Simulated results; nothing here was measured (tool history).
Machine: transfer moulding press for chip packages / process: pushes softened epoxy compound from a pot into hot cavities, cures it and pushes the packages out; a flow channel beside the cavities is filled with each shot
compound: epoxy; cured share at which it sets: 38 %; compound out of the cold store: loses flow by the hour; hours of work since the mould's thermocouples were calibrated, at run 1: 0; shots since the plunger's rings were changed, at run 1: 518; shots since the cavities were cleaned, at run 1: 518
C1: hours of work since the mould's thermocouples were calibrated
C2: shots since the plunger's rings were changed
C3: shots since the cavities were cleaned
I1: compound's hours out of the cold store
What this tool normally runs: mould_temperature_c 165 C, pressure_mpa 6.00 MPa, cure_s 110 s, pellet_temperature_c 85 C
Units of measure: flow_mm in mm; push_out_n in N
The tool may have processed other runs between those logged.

{"run": 1, "day": 0.0, "mould_temperature_c": 165, "pressure_mpa": 6.0, "cure_s": 110, "pellet_temperature_c": 85, "C1": 0, "C2": 518, "C3": 518, "I1": 24.2, "flow_mm": 934, "push_out_n": 419}
{"day": 2.196, "done": "cavities cleaned with cleaning compound and waxed"}
{"run": 2, "day": 3.792, "mould_temperature_c": 166, "pressure_mpa": 6.0, "cure_s": 110, "pellet_temperature_c": 85, "C1": 56, "C2": 1480, "C3": 412, "I1": 43.1, "flow_mm": 844, "push_out_n": 410}
{"day": 6.308, "done": "cavities cleaned with cleaning compound and waxed"}
{"run": 3, "day": 7.825, "mould_temperature_c": 165, "pressure_mpa": 5.94, "cure_s": 110, "pellet_temperature_c": 85, "C1": 115, "C2": 2505, "C3": 392, "I1": 26.1, "flow_mm": 912, "push_out_n": 424}
{"run": 4, "day": 9.675, "mould_temperature_c": 165, "pressure_mpa": 5.94, "cure_s": 92, "pellet_temperature_c": 85, "C1": 143, "C2": 2982, "C3": 869, "I1": 22.1, "flow_mm": 941, "push_out_n": 541}
{"day": 10.325, "done": "cavities cleaned with cleaning compound and waxed"}
{"run": 5, "day": 12.375, "mould_temperature_c": 161, "pressure_mpa": 5.94, "cure_s": 92, "pellet_temperature_c": 85, "C1": 182, "C2": 3662, "C3": 529, "I1": 23.1, "flow_mm": 941, "push_out_n": 710}
{"day": 14.442, "done": "cavities cleaned with cleaning compound and waxed"}
{"run": 6, "day": 15.95, "mould_temperature_c": 161, "pressure_mpa": 5.94, "cure_s": 92, "pellet_temperature_c": 85, "C1": 234, "C2": 4569, "C3": 389, "I1": 46.1, "flow_mm": 832, "push_out_n": 635}
{"day": 17.95, "done": "plunger's sealing rings changed"}
{"day": 18.783, "done": "cavities cleaned with cleaning compound and waxed"}
{"run": 7, "day": 20.033, "mould_temperature_c": 161, "pressure_mpa": 5.94, "cure_s": 92, "pellet_temperature_c": 85, "C1": 293, "C2": 521, "C3": 322, "I1": 8.6, "flow_mm": 1019, "push_out_n": 731}
{"day": 22.858, "done": "cavities cleaned with cleaning compound and waxed"}
{"run": 8, "day": 23.029, "mould_temperature_c": 161, "pressure_mpa": 5.94, "cure_s": 92, "pellet_temperature_c": 85, "C1": 336, "C2": 1278, "C3": 44, "I1": 34.0, "flow_mm": 890, "push_out_n": 652}
{"run": 9, "day": 25.712, "mould_temperature_c": 161, "pressure_mpa": 5.94, "cure_s": 92, "pellet_temperature_c": 85, "C1": 376, "C2": 1970, "C3": 736, "I1": 15.2, "flow_mm": 987, "push_out_n": 714}
{"day": 27.108, "done": "cavities cleaned with cleaning compound and waxed"}
{"run": 10, "day": 27.921, "mould_temperature_c": 161, "pressure_mpa": 5.94, "cure_s": 92, "pellet_temperature_c": 85, "C1": 408, "C2": 2525, "C3": 211, "I1": 40.6, "flow_mm": 858, "push_out_n": 643}
{"day": 31.292, "done": "cavities cleaned with cleaning compound and waxed"}
{"run": 11, "day": 31.942, "mould_temperature_c": 164, "pressure_mpa": 6.0, "cure_s": 110, "pellet_temperature_c": 85, "C1": 467, "C2": 3545, "C3": 166, "I1": 31.4, "flow_mm": 901, "push_out_n": 425}
{"day": 35.471, "done": "cavities cleaned with cleaning compound and waxed"}
{"run": 12, "day": 35.808, "mould_temperature_c": 165, "pressure_mpa": 6.0, "cure_s": 110, "pellet_temperature_c": 85, "C1": 524, "C2": 4527, "C3": 87, "I1": 46.2, "flow_mm": 833, "push_out_n": 419}
{"day": 37.921, "done": "plunger's sealing rings changed"}
{"day": 39.804, "done": "cavities cleaned with cleaning compound and waxed"}
{"run": 13, "day": 39.846, "mould_temperature_c": 165, "pressure_mpa": 6.0, "cure_s": 110, "pellet_temperature_c": 85, "C1": 581, "C2": 481, "C3": 11, "I1": 44.9, "flow_mm": 836, "push_out_n": 422}
{"run": 14, "day": 42.521, "mould_temperature_c": 165, "pressure_mpa": 6.0, "cure_s": 110, "pellet_temperature_c": 85, "C1": 621, "C2": 1171, "C3": 701, "I1": 30.7, "flow_mm": 907, "push_out_n": 421}

Run 15 comes next. What will it give?
{"day": 43.846, "done": "cavities cleaned with cleaning compound and waxed"}
{"run": 15, "day": 45.646, "mould_temperature_c": 165, "pressure_mpa": 6.92, "cure_s": 136, "pellet_temperature_c": 91, "C1": 667, "C2": 1962, "C3": 465, "I1": 22.6, "flow_mm": "?", "push_out_n": "?"}

flow_mm: 1014 mm
push_out_n: 383 N
With the hidden condition absent and the run-to-run variation left alone, this run would have shown flow_mm 1014 mm, push_out_n 379 N.

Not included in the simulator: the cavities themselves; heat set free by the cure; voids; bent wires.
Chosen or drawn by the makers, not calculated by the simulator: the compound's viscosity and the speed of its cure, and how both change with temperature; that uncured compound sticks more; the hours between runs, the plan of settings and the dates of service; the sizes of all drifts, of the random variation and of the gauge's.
